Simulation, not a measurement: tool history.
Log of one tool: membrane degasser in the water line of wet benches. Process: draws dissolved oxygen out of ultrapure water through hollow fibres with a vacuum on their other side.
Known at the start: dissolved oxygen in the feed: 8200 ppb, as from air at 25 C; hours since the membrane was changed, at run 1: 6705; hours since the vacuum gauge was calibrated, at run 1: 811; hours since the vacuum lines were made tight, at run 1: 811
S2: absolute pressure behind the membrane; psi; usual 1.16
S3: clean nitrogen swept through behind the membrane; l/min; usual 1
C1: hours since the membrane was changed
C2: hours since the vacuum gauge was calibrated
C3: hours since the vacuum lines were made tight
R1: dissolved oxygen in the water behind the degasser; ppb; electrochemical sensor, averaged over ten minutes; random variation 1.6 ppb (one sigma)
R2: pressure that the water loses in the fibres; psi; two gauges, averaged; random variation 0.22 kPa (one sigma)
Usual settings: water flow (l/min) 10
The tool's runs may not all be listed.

{"run": 1, "hour": 0.0, "water flow (l/min)": 10, "S2": 1.16, "S3": 1, "C1": 6705, "C2": 811, "C3": 811, "R1": 163.3, "R2": 8.095}
{"run": 2, "hour": 180.0, "water flow (l/min)": 10, "S2": 1.16, "S3": 1, "C1": 6885, "C2": 991, "C3": 991, "R1": 165, "R2": 8.045}
{"run": 3, "hour": 387.8, "water flow (l/min)": 10, "S2": 1.16, "S3": 1, "C1": 7092, "C2": 1198, "C3": 1198, "R1": 162.1, "R2": 8.093}
{"run": 4, "hour": 548.0, "water flow (l/min)": 8, "S2": 1.16, "S3": 1, "C1": 7253, "C2": 1359, "C3": 1359, "R1": 127.3, "R2": 6.474}
{"run": 5, "hour": 793.7, "water flow (l/min)": 8, "S2": 1.16, "S3": 1, "C1": 7498, "C2": 1604, "C3": 1604, "R1": 128.7, "R2": 6.528}
{"run": 6, "hour": 949.2, "water flow (l/min)": 8, "S2": 1.16, "S3": 1, "C1": 7654, "C2": 1760, "C3": 1760, "R1": 127.3, "R2": 6.556}
{"run": 7, "hour": 1168.5, "water flow (l/min)": 10, "S2": 1.16, "S3": 1, "C1": 7873, "C2": 1979, "C3": 1979, "R1": 163.7, "R2": 8.19}
{"run": 8, "hour": 1338.9, "water flow (l/min)": 10, "S2": 1.16, "S3": 1, "C1": 8043, "C2": 2149, "C3": 2149, "R1": 168.7, "R2": 8.219}
{"run": 9, "hour": 1499.7, "water flow (l/min)": 10, "S2": 1.16, "S3": 1, "C1": 8204, "C2": 2310, "C3": 2310, "R1": 170.9, "R2": 8.17}
{"run": 10, "hour": 1708.5, "water flow (l/min)": 10, "S2": 1.16, "S3": 1, "C1": 8413, "C2": 2519, "C3": 2519, "R1": 170.8, "R2": 8.182}
{"run": 11, "hour": 1937.0, "water flow (l/min)": 10, "S2": 1.16, "S3": 1, "C1": 8642, "C2": 2747, "C3": 2747, "R1": 166, "R2": 8.198}
{"run": 12, "hour": 2088.2, "water flow (l/min)": 10, "S2": 1.054, "S3": 1, "C1": 8793, "C2": 2899, "C3": 2899, "R1": 153.1, "R2": 8.258}
{"run": 13, "hour": 2272.0, "water flow (l/min)": 10, "S2": 1.16, "S3": 2.84, "C1": 8977, "C2": 3083, "C3": 3083, "R1": 98.5, "R2": 8.247}
{"hour": 2433.9, "done": "vacuum gauge calibrated"}
{"run": 14, "hour": 2465.3, "water flow (l/min)": 10, "S2": 1.16, "S3": 2.84, "C1": 9169, "C2": 31, "C3": 3275, "R1": 97.7, "R2": 8.232}
{"run": 15, "hour": 2696.6, "water flow (l/min)": 10, "S2": 1.16, "S3": 1, "C1": 9401, "C2": 263, "C3": 3507, "R1": 171.3, "R2": 8.289}
{"run": 16, "hour": 2856.7, "water flow (l/min)": 10, "S2": 1.16, "S3": 1, "C1": 9561, "C2": 423, "C3": 3667, "R1": 172.4, "R2": 8.299}
{"run": 17, "hour": 3109.9, "water flow (l/min)": 10, "S2": 2.457, "S3": 1, "C1": 9814, "C2": 676, "C3": 3920, "R1": 375.3, "R2": 8.308}
{"run": 18, "hour": 3252.5, "water flow (l/min)": 8, "S2": 1.658, "S3": 1.96, "C1": 9957, "C2": 819, "C3": 4062, "R1": 121.3, "R2": 6.631}
{"run": 19, "hour": 3410.7, "water flow (l/min)": 8, "S2": 1.021, "S3": 0.49, "C1": 10115, "C2": 977, "C3": 4221, "R1": 184, "R2": 6.617}
{"run": 20, "hour": 3658.1, "water flow (l/min)": 10, "S2": 1.291, "S3": 1.35, "C1": 10362, "C2": 1224, "C3": 4468, "R1": 163.6, "R2": 8.285}
{"run": 21, "hour": 3922.5, "water flow (l/min)": 10, "S2": 1.832, "S3": 1.2, "C1": 10627, "C2": 1489, "C3": 4732, "R1": 247, "R2": 8.347}
{"run": 22, "hour": 4036.8, "water flow (l/min)": 10, "S2": 1.951, "S3": 0.79, "C1": 10741, "C2": 1603, "C3": 4847, "R1": 359.3, "R2": 8.318}
{"run": 23, "hour": 4237.8, "water flow (l/min)": 12, "S2": 0.721, "S3": 0.88, "C1": 10942, "C2": 1804, "C3": 5048, "R1": 140.5, "R2": 10.003}
{"run": 24, "hour": 4396.4, "water flow (l/min)": 12, "S2": 0.721, "S3": 0.88, "C1": 11100, "C2": 1962, "C3": 5206, "R1": 142.8, "R2": 10.003}
{"run": 25, "hour": 4508.9, "water flow (l/min)": 12, "S2": 0.721, "S3": 0.88, "C1": 11213, "C2": 2075, "C3": 5319, "R1": 141.8, "R2": 10.041}
{"run": 26, "hour": 4715.4, "water flow (l/min)": 12, "S2": 0.721, "S3": 0.88, "C1": 11419, "C2": 2281, "C3": 5525, "R1": 141.9, "R2": 10.095}
{"run": 27, "hour": 4880.3, "water flow (l/min)": 11, "S2": 1.16, "S3": 1, "C1": 11584, "C2": 2446, "C3": 5690, "R1": 196.3, "R2": 9.264}
{"run": 28, "hour": 5055.3, "water flow (l/min)": 13, "S2": 1.16, "S3": 0.9, "C1": 11759, "C2": 2621, "C3": 5865, "R1": 256.5, "R2": 10.947}
{"run": 29, "hour": 5309.5, "water flow (l/min)": 9, "S2": 1.16, "S3": 1, "C1": 12014, "C2": 2876, "C3": 6119, "R1": 154.9, "R2": 7.554}
{"run": 30, "hour": 5518.3, "water flow (l/min)": 16, "S2": 1.16, "S3": 0.67, "C1": 12222, "C2": 3084, "C3": 6328, "R1": 377.6, "R2": 13.52}
{"hour": 5683.1, "done": "vacuum gauge calibrated"}
{"run": 31, "hour": 5757.3, "water flow (l/min)": 13, "S2": 1.404, "S3": 1, "C1": 12461, "C2": 74, "C3": 6567, "R1": 295.5, "R2": 10.962}
{"run": 32, "hour": 5956.3, "water flow (l/min)": 9, "S2": 1.404, "S3": 3, "C1": 12660, "C2": 273, "C3": 6766, "R1": 100.6, "R2": 7.616}

How the hidden state differs across the entries between the runs, from the last listed run before each to the first after it:
Between runs 13 and 14: vacuum gauge calibrated (hour 2433.9)
  membrane still open, %: 94.2 -> 94.1; true pressure behind the membrane over the reading, kPa: 0.1 -> 0.02; air that leaks in behind the membrane, l/min: 0.0079 -> 0.0082
  measured less the result without the state, R1: +16.1 -> +15.8 ppb; R2: +0.476 -> +0.484 psi
Between runs 30 and 31: vacuum gauge calibrated (hour 5683.1)
  membrane still open, %: 92.2 -> 92; true pressure behind the membrane over the reading, kPa: 0.11 -> 0.01; air that leaks in behind the membrane, l/min: 0.0138 -> 0.0142
  measured less the result without the state, R1: +45.7 -> +34.9 ppb; R2: +1.06 -> +0.879 psi

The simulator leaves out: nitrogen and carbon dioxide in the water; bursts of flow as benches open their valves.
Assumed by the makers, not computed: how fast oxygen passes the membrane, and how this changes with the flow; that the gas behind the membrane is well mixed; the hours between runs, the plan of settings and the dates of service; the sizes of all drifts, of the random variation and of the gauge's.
